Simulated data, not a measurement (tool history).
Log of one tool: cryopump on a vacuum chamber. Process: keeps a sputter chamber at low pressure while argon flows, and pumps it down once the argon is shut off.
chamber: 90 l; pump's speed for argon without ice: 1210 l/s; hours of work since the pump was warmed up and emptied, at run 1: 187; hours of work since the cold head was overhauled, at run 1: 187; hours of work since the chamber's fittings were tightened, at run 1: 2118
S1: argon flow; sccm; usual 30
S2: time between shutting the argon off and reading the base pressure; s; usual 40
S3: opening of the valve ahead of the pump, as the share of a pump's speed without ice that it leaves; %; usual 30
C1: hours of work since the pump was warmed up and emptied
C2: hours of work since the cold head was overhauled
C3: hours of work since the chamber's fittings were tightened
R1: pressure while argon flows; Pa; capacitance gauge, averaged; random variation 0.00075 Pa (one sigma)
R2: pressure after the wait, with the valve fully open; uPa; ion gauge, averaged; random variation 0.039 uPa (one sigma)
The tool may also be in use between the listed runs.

run   hour  S1   S2  S3   C1   C2    C3      R1    R2
  1    0.0  30   40  30  187  187  2118  0.1432  3.99
  2   18.6  30   40  30  200  200  2131  0.1434  4.06
  3   35.4  30   40  30  212  212  2143  0.1436  4.01
  4   47.5  30   40  30  220  220  2152  0.1445  3.99
  5   66.6  30   40  30  234  234  2165  0.1441  4.09
      72.7  -- leaking fittings of the chamber tightened, without venting
  6   90.0  30   40  30  249  249    12  0.1438  2.25
  7  100.3  30  196  30  256  256    19  0.1443  0.72
  8  110.0  30  196  30  262  262    26  0.1431  0.76
  9  125.6  60  196  30  273  273    37  0.2871  0.76
 10  143.4  30  167  30  286  286    49  0.1448  0.81
 11  163.3  30  167  30  300  300    63  0.1447  0.84
 12  176.4  30  167  30  309  309    73  0.1448  0.85
 13  194.0  30  167  30  321  321    85  0.1452  0.89
 14  210.2  30   40  20  333  333    96  0.2163  2.30
 15  220.8  30   40  30  340  340   104  0.1444  2.42
 16  242.9  30   40  30  356  356   119  0.1456  2.38
 17  258.7  30   40  30  367  367   130  0.1444  2.38
 18  268.2  30   47  27  373  373   137  0.1611  2.09
 19  289.8  30   40  22  388  388   152  0.1971  2.48
 20  301.7  31  114  21  397  397   160  0.2110  1.16
 21  324.0  60   40  21  412  412   176  0.4125  2.43
 22  340.2  54   23  22  424  424   187  0.3551  3.90
 23  359.3  30   23  19  437  437   201  0.2273  3.93
 24  378.4  30   23  16  450  450   214  0.2679  3.93
 25  396.3  57  124  38  463  463   227  0.2235  1.14
 26  409.2  57  124  38  472  472   236  0.2246  1.18
 27  430.4  57  124  38  487  487   250  0.2260  1.18
 28  446.9  57  124  38  498  498   262  0.2264  1.24
     462.6  -- pump warmed up, emptied and cooled again
 29  469.2  50   30  30    5  510   274  0.2345  3.13
 30  486.8  50   30  30   17  523   286  0.2347  3.11
 31  498.8  50   30  30   25  531   295  0.2330  3.14
 32  516.9  45   55  18   38  544   307  0.3494  1.90
 33  536.1  19   90  46   51  557   321  0.0587  1.39

Forecast each of these 3 alternatives for the next run:
  A  552.0  14  90  56  63  568  332   ?   ?
  B  552.0  31  43  28  63  568  332   ?   ?
  C  552.0  30  56  30  63  568  332   ?   ?

run      R1    R2
  A  0.0359  1.40
  B  0.1560  2.40
  C  0.1418  2.06
Without the tool's hidden state the same runs would have given:
run      R1    R2
  A  0.0353  1.10
  B  0.1546  2.09
  C  0.1405  1.75
